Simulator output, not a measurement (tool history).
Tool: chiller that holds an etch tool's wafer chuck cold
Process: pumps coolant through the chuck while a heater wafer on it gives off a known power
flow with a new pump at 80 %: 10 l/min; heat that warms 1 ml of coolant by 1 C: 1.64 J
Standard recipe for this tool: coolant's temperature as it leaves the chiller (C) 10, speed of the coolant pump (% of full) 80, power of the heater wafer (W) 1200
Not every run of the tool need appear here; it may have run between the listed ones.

run	day	coolant's temperature as it leaves the chiller (C)	speed of the coolant pump (% of full)	power of the heater wafer (W)	chuck's temperature once it has settled (C)	how much warmer the coolant comes back (C)
1	0	10	80	1200	20.8	4.35
2	1.15	10	80	1623	24.3	5.93
3	1.9	10	80	1200	20.8	4.36
4	3.208	10	80	1200	20.6	4.48
5	4.096	10	100	1200	19.1	3.57
6	5.012	10	80	1343	22	5.02

Run 7 has not been measured yet. What should we expect?
7	6.058	10	80	1200	?	?

Run 7 gave chuck's temperature once it has settled (C) 20.7, how much warmer the coolant comes back (C) 4.49.
With no hidden state in the tool, this same run would have given chuck's temperature once it has settled (C) 20.7, how much warmer the coolant comes back (C) 4.38.

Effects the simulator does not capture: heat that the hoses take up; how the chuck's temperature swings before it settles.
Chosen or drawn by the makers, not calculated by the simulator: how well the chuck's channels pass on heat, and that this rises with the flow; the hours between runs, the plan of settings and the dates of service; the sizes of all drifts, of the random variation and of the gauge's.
